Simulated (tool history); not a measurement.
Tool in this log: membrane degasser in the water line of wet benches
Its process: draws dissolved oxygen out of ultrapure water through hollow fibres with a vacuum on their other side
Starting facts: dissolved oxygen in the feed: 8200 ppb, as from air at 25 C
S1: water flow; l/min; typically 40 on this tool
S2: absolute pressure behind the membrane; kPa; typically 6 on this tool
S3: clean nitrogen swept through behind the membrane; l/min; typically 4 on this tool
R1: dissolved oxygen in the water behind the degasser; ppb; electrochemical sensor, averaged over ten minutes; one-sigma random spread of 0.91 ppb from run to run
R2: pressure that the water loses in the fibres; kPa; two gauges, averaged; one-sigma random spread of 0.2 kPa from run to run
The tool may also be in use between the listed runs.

run      day  S1     S2     S3     R1     R2
  1        0  40      6      4   87.3  44.21
  2    3.012  40      6      4   86.1  45.01
  3    9.012  40      6      4     85  44.74
  4   14.242  40      6      4   86.8  44.56
  5     20.3  40      6      4   85.6  44.14
  6   26.346  40      6      4   87.8  44.17
  7   29.154  40      6      4   86.4  44.39
  8   34.962  40      6      4   87.1  44.61
  9   38.504  40      6      4   85.3  44.37
 10   44.092  40   7.72      4  126.1  44.42
 11   47.925  40      6   11.9   43.5  44.83
 12   53.546  40  12.48      4  227.4  44.25
 13   58.458  40  12.48      4  234.3  44.56
 14   63.467  40  12.48   5.22  186.3  44.51
 15   66.554  40      6      4   85.4  44.61
 16   71.367  40      6      4   85.3  44.34
 17   76.079  40      6   3.08  104.7  44.53
 18   78.892  37   6.12      4   77.3  41.37
 19   84.458  37   6.12      4   75.8  41.16
 20   88.071  31      6  10.32   26.1  34.69
 21   93.521  34      6    9.6   33.1  38.07
 22   96.746  34      6    9.6   32.7  37.93
 23  100.883  34      6    9.6   32.5  37.66
 24  104.692  61  13.71   9.34  274.5  67.57
 25  109.292  58   5.97   1.77  276.9  64.27
 26  112.746  40   5.16   8.56   43.3  44.48
 27  115.875  40      6   7.06   57.7  44.74
 28  118.846  40   7.28   4.73  102.3  44.66
 29  122.267  47      6   1.97  185.7  52.38
 30  127.979  64   8.62   2.08  463.1  71.05
 31  133.162  64   8.62   2.08    474  70.81
 32  135.696  52   5.17   1.66  189.8  57.81

Removed from this log: 2 entries logged between the listed runs. Between which two listed runs does each belong, and how does the tool's hidden state at the listed run before it compare with that at the listed run after it?
Run 13 -> run 14: seals of the vacuum lines changed (day 60.838)
  air that leaks in behind the membrane, l/min: 0.0022 -> 0.002
Run 29 -> run 30: vacuum gauge calibrated (day 123.846)
  both runs share identical hidden conditions

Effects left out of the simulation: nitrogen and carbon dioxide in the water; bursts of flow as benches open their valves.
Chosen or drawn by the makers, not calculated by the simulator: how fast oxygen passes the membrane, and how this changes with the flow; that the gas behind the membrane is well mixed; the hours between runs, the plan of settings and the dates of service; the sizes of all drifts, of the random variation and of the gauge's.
